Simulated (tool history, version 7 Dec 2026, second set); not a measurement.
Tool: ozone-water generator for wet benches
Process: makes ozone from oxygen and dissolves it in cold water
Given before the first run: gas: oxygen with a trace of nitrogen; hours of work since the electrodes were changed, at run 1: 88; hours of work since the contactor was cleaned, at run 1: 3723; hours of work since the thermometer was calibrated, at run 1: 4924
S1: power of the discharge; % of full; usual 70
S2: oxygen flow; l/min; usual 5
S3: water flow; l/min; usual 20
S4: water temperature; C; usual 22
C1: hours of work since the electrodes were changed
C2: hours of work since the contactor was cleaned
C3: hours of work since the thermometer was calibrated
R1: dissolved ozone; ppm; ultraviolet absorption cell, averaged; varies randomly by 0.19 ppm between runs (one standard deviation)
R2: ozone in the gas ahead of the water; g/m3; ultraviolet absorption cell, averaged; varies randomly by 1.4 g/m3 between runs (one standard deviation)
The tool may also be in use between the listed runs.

run    hour   S1    S2  S3  S4   C1    C2    C3    R1     R2
  1       0   70     5  20  22   88  3723  4924  26.5  267.2
  2    42.1   70     5  20  22  114  3749  4950    27  269.5
       71.8  -- water thermometer calibrated
  3      91   70     5  20  22  145  3780    12    27  264.9
  4   145.4   82     5  20  22  180  3815    47  30.7  304.8
  5   186.1   70     5  22  22  206  3841    73  24.5  264.9
  6   239.3   70  6.47  20  22  240  3875   107  26.7  234.1
  7   306.5   70     5  20  22  283  3917   149  27.2  266.8
  8   339.5   70     5  20  22  304  3938   171    27    267
  9   383.8   70     5  20  22  332  3967   199  27.5  267.4
 10   412.8   70     5  20  22  350  3985   217  26.5  267.6
 11   478.3   70     5  20  22  392  4027   259  26.9  265.1
 12   536.7   70     5  20  22  429  4064   296    27  267.5
 13   603.2   70     5  20  22  471  4106   338  26.8  264.8
 14   650.4   70     5  20  22  502  4136   368  26.8  264.5
 15   690.3  100   5.3  29  18  527  4162   394  26.9  346.1
 16   742.9   53   5.8  29  18  560  4195   427  16.1  195.4
 17   807.4   70  2.62  28  22  602  4236   468  17.7  373.6
 18   860.6   70  2.62  28  22  635  4270   502  17.9  371.5
 19   929.2   70  5.95  20  22  679  4314   546  26.9  242.6
 20     976   70     3  20  22  709  4344   576  25.5  346.3
 21  1022.6   59     5  20  15  739  4373   605  25.5  229.2
 22  1059.1   59     5  16  15  762  4397   629  30.9  229.9
 23  1116.4   49     5  16  15  798  4433   665  26.5  198.9
 24  1149.6   49     5  16  15  819  4454   686  26.5    200
 25  1211.8   43  4.45  25  18  859  4494   726  15.4  188.8
 26  1257.7   70     5  20  16  888  4523   755  29.2  265.9
 27  1303.2   65  5.84  31  22  917  4552   784    17  228.7

4 ways to go on from here, each from the tool as it stands after run 27. What would each give?
  A  1342  55     5  22  14  942  4577  809   ?   ?
  B  1342  81  4.25  31  22  942  4577  809   ?   ?
  C  1342  70  4.48  20  22  942  4577  809   ?   ?
  D  1342  47  5.84  31  15  942  4577  809   ?   ?

run    R1     R2
  A  22.5  216.5
  B  19.7  325.9
  C  26.5  280.8
  D  14.1  175.3
Take away the tool's hidden state, keep each run's random variation, and the runs would have read:
run    R1     R2
  A  23.1  218.9
  B  20.3    331
  C  27.3  284.8
  D  14.5  176.9
